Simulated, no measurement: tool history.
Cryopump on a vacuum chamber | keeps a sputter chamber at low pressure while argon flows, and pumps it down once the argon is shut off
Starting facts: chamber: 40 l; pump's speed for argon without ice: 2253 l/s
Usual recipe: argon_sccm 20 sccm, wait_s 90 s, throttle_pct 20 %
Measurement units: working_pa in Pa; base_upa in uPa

{"run": 1, "day": 0.0, "argon_sccm": 20, "wait_s": 90, "throttle_pct": 20, "working_pa": 0.0757, "base_upa": 1.25}
{"run": 2, "day": 3.962, "argon_sccm": 20, "wait_s": 90, "throttle_pct": 20, "working_pa": 0.0765, "base_upa": 1.34}
{"run": 3, "day": 5.95, "argon_sccm": 20, "wait_s": 90, "throttle_pct": 20, "working_pa": 0.0767, "base_upa": 1.33}
{"run": 4, "day": 8.104, "argon_sccm": 20, "wait_s": 90, "throttle_pct": 20, "working_pa": 0.0764, "base_upa": 1.41}
{"run": 5, "day": 11.679, "argon_sccm": 9, "wait_s": 90, "throttle_pct": 20, "working_pa": 0.0344, "base_upa": 1.41}
{"run": 6, "day": 15.388, "argon_sccm": 20, "wait_s": 90, "throttle_pct": 32, "working_pa": 0.0489, "base_upa": 1.46}
{"run": 7, "day": 17.95, "argon_sccm": 20, "wait_s": 49, "throttle_pct": 20, "working_pa": 0.0784, "base_upa": 1.75}
{"run": 8, "day": 21.75, "argon_sccm": 20, "wait_s": 49, "throttle_pct": 20, "working_pa": 0.0781, "base_upa": 1.82}
{"run": 9, "day": 23.388, "argon_sccm": 20, "wait_s": 49, "throttle_pct": 20, "working_pa": 0.0787, "base_upa": 1.75}
{"run": 10, "day": 27.017, "argon_sccm": 20, "wait_s": 264, "throttle_pct": 20, "working_pa": 0.0789, "base_upa": 1.46}
{"run": 11, "day": 30.133, "argon_sccm": 20, "wait_s": 264, "throttle_pct": 20, "working_pa": 0.0789, "base_upa": 0.32}
{"run": 12, "day": 33.821, "argon_sccm": 20, "wait_s": 264, "throttle_pct": 20, "working_pa": 0.0789, "base_upa": 0.35}
{"run": 13, "day": 36.538, "argon_sccm": 20, "wait_s": 264, "throttle_pct": 20, "working_pa": 0.079, "base_upa": 0.38}
{"run": 14, "day": 40.229, "argon_sccm": 34, "wait_s": 91, "throttle_pct": 25, "working_pa": 0.1113, "base_upa": 0.59}
{"run": 15, "day": 42.675, "argon_sccm": 34, "wait_s": 21, "throttle_pct": 27, "working_pa": 0.1035, "base_upa": 1.56}
{"run": 16, "day": 46.392, "argon_sccm": 34, "wait_s": 21, "throttle_pct": 27, "working_pa": 0.1054, "base_upa": 1.62}
{"run": 17, "day": 49.108, "argon_sccm": 34, "wait_s": 21, "throttle_pct": 27, "working_pa": 0.095, "base_upa": 1.44}
{"run": 18, "day": 52.596, "argon_sccm": 29, "wait_s": 297, "throttle_pct": 20, "working_pa": 0.109, "base_upa": 0.37}
{"run": 19, "day": 56.425, "argon_sccm": 23, "wait_s": 31, "throttle_pct": 19, "working_pa": 0.0914, "base_upa": 1.1}
{"run": 20, "day": 58.471, "argon_sccm": 9, "wait_s": 45, "throttle_pct": 34, "working_pa": 0.02, "base_upa": 0.89}
{"run": 21, "day": 61.246, "argon_sccm": 9, "wait_s": 45, "throttle_pct": 34, "working_pa": 0.0207, "base_upa": 0.93}

Taken out of this log: 2 entries between the listed runs. Where each belongs, and how the hidden state differs across it:
After run 10, before run 11: leaking fittings of the chamber tightened, without venting (day 28.783)
  pump's speed, % of a pump's without ice: 80.6 -> 79.1; cold plate's temperature, K: 12.27 -> 12.28; leak into the chamber, uPa l/s: 2422 -> 403
  measured value less the no-hidden-state value, working_pa: +0.0037 -> +0.0041 Pa; base_upa: +1.25 -> +0.09 uPa
After run 16, before run 17: pump warmed up, emptied and cooled again (day 47.167)
  pump's speed, % of a pump's without ice: 71.2 -> 98.8; cold plate's temperature, K: 12.37 -> 12.38; leak into the chamber, uPa l/s: 601 -> 630
  measured value less the no-hidden-state value, working_pa: +0.0106 -> +0.0005 Pa; base_upa: +0.25 -> +0.14 uPa

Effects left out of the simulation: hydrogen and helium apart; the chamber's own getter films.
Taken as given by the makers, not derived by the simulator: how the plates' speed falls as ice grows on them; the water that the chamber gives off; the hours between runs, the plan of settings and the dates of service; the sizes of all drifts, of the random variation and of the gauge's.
